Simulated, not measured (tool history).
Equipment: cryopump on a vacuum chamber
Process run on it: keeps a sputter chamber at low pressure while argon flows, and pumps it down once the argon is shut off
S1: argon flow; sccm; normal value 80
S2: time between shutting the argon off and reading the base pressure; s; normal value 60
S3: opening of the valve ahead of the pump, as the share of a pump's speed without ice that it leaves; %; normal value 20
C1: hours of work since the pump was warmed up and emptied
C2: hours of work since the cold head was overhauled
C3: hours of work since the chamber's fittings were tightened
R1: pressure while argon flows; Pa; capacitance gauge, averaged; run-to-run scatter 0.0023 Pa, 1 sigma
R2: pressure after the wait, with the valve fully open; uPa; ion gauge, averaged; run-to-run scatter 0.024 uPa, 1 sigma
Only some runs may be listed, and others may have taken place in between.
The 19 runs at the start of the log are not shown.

run 20 hour=1690.1 | S1=43 S2=65 S3=15 | C1=196 C2=932 C3=193 | R1=0.4102 R2=1.08
run 21 hour=1800.1 | S1=68 S2=60 S3=48 | C1=248 C2=984 C3=245 | R1=0.2114 R2=1.21
run 22 hour=1853.4 | S1=105 S2=25 S3=23 | C1=273 C2=1009 C3=270 | R1=0.6646 R2=2.11
run 23 hour=1909.8 | S1=32 S2=25 S3=23 | C1=300 C2=1035 C3=296 | R1=0.202 R2=2.21
run 24 hour=1983.2 | S1=37 S2=60 S3=48 | C1=334 C2=1070 C3=331 | R1=0.1185 R2=1.31
run 25 hour=2083.9 | S1=67 S2=60 S3=20 | C1=381 C2=1117 C3=378 | R1=0.494 R2=1.37
run 26 hour=2164.7 | S1=80 S2=229 S3=20 | C1=419 C2=1155 C3=416 | R1=0.5919 R2=0.92
run 27 hour=2242.3 | S1=108 S2=24 S3=20 | C1=456 C2=1191 C3=453 | R1=0.7988 R2=2.32

Predict the results of run 28:
run 28 hour=2317.2 | S1=108 S2=24 S3=20 | C1=491 C2=1227 C3=488 | R1=? R2=?

R1: 0.8072 Pa
R2: 2.43 uPa
Had the tool carried no hidden state, the very same run would have given R1 0.7593 Pa, R2 1.82 uPa.

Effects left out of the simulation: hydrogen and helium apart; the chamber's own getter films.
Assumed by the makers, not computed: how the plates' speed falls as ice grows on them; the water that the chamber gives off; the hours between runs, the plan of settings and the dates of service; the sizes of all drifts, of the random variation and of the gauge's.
